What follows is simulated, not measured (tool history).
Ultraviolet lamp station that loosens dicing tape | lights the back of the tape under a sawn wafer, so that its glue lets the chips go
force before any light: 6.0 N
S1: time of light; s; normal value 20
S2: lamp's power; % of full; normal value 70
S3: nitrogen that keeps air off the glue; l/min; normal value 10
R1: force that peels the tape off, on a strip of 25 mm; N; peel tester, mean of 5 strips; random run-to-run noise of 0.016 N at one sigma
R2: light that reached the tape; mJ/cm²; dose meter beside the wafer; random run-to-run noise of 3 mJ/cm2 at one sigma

run	hour	S1	S2	S3	R1	R2
1	0.0	20	70	10	0.976	399
2	35.6	20	70	10	0.934	398
3	82.0	20	70	10	0.965	397
4	125.8	20	70	10	0.991	393
5	152.8	20	70	10	1.006	389
6	207.4	20	98	10	0.561	544
7	262.6	20	78	10	0.864	426
8	316.4	20	78	10	0.846	422
9	355.1	20	70	10	1.021	379
10	393.3	20	70	10	1.081	369
11	437.5	20	70	10	1.084	367
12	478.4	20	70	10	1.106	369
13	523.5	20	70	10	1.084	359
14	548.4	20	70	10	1.105	361
15	590.6	20	70	12	1.037	357
16	648.5	20	70	10	1.141	354
17	678.4	20	70	10	1.148	359
# hour 697.7: window cleaned of glue's vapour
18	713.1	20	70	10	1.100	365
19	765.1	20	70	10	1.135	365
20	817.2	20	70	10	1.122	360
21	852.9	20	70	10	1.116	357
22	890.8	20	70	10	1.131	356
23	938.6	12	70	12	2.036	213
24	993.3	12	70	12	2.061	208
25	1046.1	12	70	12	2.092	205
26	1085.8	12	70	12	2.125	206
27	1142.0	31	68	16	0.500	503
28	1192.4	32	70	8	0.674	528
29	1250.8	13	70	13	1.937	214
30	1289.9	12	70	12	2.196	198
31	1342.1	20	83	10	1.020	380
# hour 1395.9: window cleaned of glue's vapour
32	1395.9	20	88	5	1.240	423
33	1420.9	20	88	5	1.276	418
34	1449.3	13	67	4	2.822	205
35	1480.1	18	81	4	1.874	343
36	1505.0	20	80	10	1.079	376
37	1549.7	20	80	10	1.028	369
38	1579.4	29	80	4	1.011	537
39	1620.1	13	80	4	2.516	236
40	1667.8	22	83	7	1.079	414
41	1701.5	22	70	10	1.215	348
42	1756.7	22	70	10	1.260	342
43	1789.6	21	62	4	2.239	290

Here are 3 independent what-if runs from the current tool condition. What would each one return?
A	1843.6	11	86	7	?	?
B	1843.6	12	75	6	?	?
C	1843.6	12	62	4	?	?

run	R1	R2
A	2.502	207
B	2.755	198
C	3.384	163
What these runs would have given with no unlogged condition in the tool:
run	R1	R2
A	1.664	307
B	1.902	294
C	2.583	242
